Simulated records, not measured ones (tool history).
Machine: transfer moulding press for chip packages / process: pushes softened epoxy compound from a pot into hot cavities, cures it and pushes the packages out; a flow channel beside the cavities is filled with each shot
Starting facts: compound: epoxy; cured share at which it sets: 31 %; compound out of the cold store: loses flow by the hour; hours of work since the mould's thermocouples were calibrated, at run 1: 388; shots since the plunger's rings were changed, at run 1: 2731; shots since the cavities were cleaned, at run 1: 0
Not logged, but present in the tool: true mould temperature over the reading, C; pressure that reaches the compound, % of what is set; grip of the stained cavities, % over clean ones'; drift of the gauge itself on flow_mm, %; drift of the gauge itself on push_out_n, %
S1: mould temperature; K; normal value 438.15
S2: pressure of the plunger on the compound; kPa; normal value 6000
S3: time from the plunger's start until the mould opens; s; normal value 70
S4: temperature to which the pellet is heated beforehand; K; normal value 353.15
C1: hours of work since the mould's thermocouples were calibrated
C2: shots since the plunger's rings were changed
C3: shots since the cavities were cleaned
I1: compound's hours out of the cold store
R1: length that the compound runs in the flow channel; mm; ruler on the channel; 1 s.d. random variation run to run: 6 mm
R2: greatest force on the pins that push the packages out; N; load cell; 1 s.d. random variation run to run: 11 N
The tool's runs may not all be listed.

run 1 day=0 | S1=438.15 S2=6000 S3=70 S4=353.15 | C1=388 C2=2731 C3=0 | I1=22.8 | R1=676 R2=529
run 2 day=2.046 | S1=438.15 S2=6000 S3=70 S4=353.15 | C1=427 C2=3578 C3=847 | I1=18.7 | R1=684 R2=519
-- day=2.388 cavities cleaned with cleaning compound and waxed
-- day=3.467 mould's thermocouples calibrated
run 3 day=3.725 | S1=438.15 S2=6000 S3=51 S4=353.15 | C1=5 C2=4211 C3=518 | I1=41.2 | R1=620 R2=1000
-- day=4.842 cavities cleaned with cleaning compound and waxed
run 4 day=4.883 | S1=438.15 S2=6000 S3=51 S4=353.15 | C1=25 C2=4665 C3=16 | I1=18.2 | R1=677 R2=1176
run 5 day=6.854 | S1=438.15 S2=6000 S3=51 S4=353.15 | C1=62 C2=5481 C3=832 | I1=24.8 | R1=663 R2=1117
-- day=7.304 cavities cleaned with cleaning compound and waxed
run 6 day=8.975 | S1=438.15 S2=6000 S3=51 S4=344.15 | C1=101 C2=6333 C3=691 | I1=21.1 | R1=680 R2=1177
-- day=9.588 plunger's sealing rings changed
-- day=9.775 cavities cleaned with cleaning compound and waxed
run 7 day=10.288 | S1=445.15 S2=6000 S3=51 S4=344.15 | C1=123 C2=265 C3=212 | I1=15.9 | R1=672 R2=712
run 8 day=11.708 | S1=438.15 S2=6000 S3=70 S4=353.15 | C1=149 C2=853 C3=800 | I1=13.3 | R1=698 R2=526
-- day=12.162 cavities cleaned with cleaning compound and waxed
run 9 day=13.121 | S1=438.15 S2=6000 S3=70 S4=353.15 | C1=175 C2=1411 C3=396 | I1=32.9 | R1=627 R2=502
run 10 day=14.146 | S1=440.15 S2=6000 S3=70 S4=353.15 | C1=194 C2=1836 C3=821 | I1=34.1 | R1=637 R2=457
-- day=14.583 cavities cleaned with cleaning compound and waxed
run 11 day=15.267 | S1=440.15 S2=6000 S3=70 S4=353.15 | C1=214 C2=2273 C3=282 | I1=42.2 | R1=600 R2=450
-- day=16.933 cavities cleaned with cleaning compound and waxed
run 12 day=17.046 | S1=440.15 S2=6000 S3=70 S4=353.15 | C1=246 C2=2985 C3=47 | I1=17.4 | R1=675 R2=459
run 13 day=18.796 | S1=440.15 S2=6000 S3=70 S4=353.15 | C1=279 C2=3708 C3=770 | I1=16.4 | R1=684 R2=476
-- day=19.275 cavities cleaned with cleaning compound and waxed
run 14 day=20.183 | S1=440.15 S2=6000 S3=59 S4=353.15 | C1=304 C2=4257 C3=375 | I1=40.5 | R1=607 R2=646
-- day=21.65 cavities cleaned with cleaning compound and waxed
run 15 day=22.579 | S1=440.15 S2=6000 S3=59 S4=353.15 | C1=347 C2=5222 C3=384 | I1=12.2 | R1=695 R2=704
-- day=24.021 cavities cleaned with cleaning compound and waxed
run 16 day=24.558 | S1=435.15 S2=5360 S3=70 S4=353.15 | C1=383 C2=6016 C3=222 | I1=24.2 | R1=637 R2=627
-- day=25.879 plunger's sealing rings changed
-- day=26.529 cavities cleaned with cleaning compound and waxed
run 17 day=26.888 | S1=438.15 S2=4780 S3=100 S4=346.15 | C1=424 C2=392 C3=148 | I1=27.4 | R1=585 R2=394
run 18 day=28.121 | S1=438.15 S2=4780 S3=100 S4=346.15 | C1=447 C2=903 C3=659 | I1=30 | R1=584 R2=370
-- day=28.392 mould's thermocouples calibrated
-- day=29.088 cavities cleaned with cleaning compound and waxed
run 19 day=29.412 | S1=438.15 S2=4780 S3=100 S4=346.15 | C1=18 C2=1377 C3=134 | I1=36.8 | R1=564 R2=374
run 20 day=30.429 | S1=438.15 S2=6000 S3=51 S4=344.15 | C1=37 C2=1798 C3=555 | I1=46.7 | R1=602 R2=1048
-- day=31.554 cavities cleaned with cleaning compound and waxed
run 21 day=31.633 | S1=438.15 S2=6000 S3=91 S4=352.15 | C1=59 C2=2270 C3=33 | I1=40.1 | R1=614 R2=397
run 22 day=32.7 | S1=438.15 S2=5780 S3=91 S4=348.15 | C1=79 C2=2711 C3=474 | I1=28 | R1=642 R2=386
-- day=33.892 cavities cleaned with cleaning compound and waxed
run 23 day=34.979 | S1=438.15 S2=6000 S3=71 S4=353.15 | C1=120 C2=3629 C3=451 | I1=48 | R1=590 R2=500
-- day=36.25 cavities cleaned with cleaning compound and waxed
run 24 day=36.612 | S1=445.15 S2=6000 S3=70 S4=356.15 | C1=150 C2=4279 C3=149 | I1=42 | R1=585 R2=393
-- day=38.588 cavities cleaned with cleaning compound and waxed
run 25 day=39.142 | S1=443.15 S2=5160 S3=60 S4=362.15 | C1=196 C2=5300 C3=229 | I1=46.6 | R1=538 R2=474
-- day=41.004 cavities cleaned with cleaning compound and waxed
run 26 day=41.608 | S1=443.15 S2=5160 S3=60 S4=362.15 | C1=241 C2=6296 C3=251 | I1=12.6 | R1=634 R2=531
-- day=42.258 plunger's sealing rings changed
-- day=43.542 cavities cleaned with cleaning compound and waxed
run 27 day=43.679 | S1=444.15 S2=6690 S3=54 S4=358.15 | C1=277 C2=562 C3=58 | I1=19.7 | R1=686 R2=648

Forecast each of these 4 alternatives for the next run:
run A day=45 | S1=444.15 S2=6690 S3=54 S4=359.15 | C1=302 C2=1107 C3=603 | I1=47.5 | R1=? R2=?
run B day=45 | S1=439.15 S2=4520 S3=70 S4=357.15 | C1=302 C2=1107 C3=603 | I1=21.3 | R1=? R2=?
run C day=45 | S1=443.15 S2=6690 S3=54 S4=358.15 | C1=302 C2=1107 C3=603 | I1=27.8 | R1=? R2=?
run D day=45 | S1=434.15 S2=6000 S3=103 S4=359.15 | C1=302 C2=1107 C3=603 | I1=46.8 | R1=? R2=?

run=A R1=606 R2=565
run=B R1=584 R2=492
run=C R1=679 R2=664
run=D R1=602 R2=402
What these runs would have given with no unlogged condition in the tool:
run=A R1=606 R2=561
run=B R1=584 R2=489
run=C R1=679 R2=660
run=D R1=602 R2=399
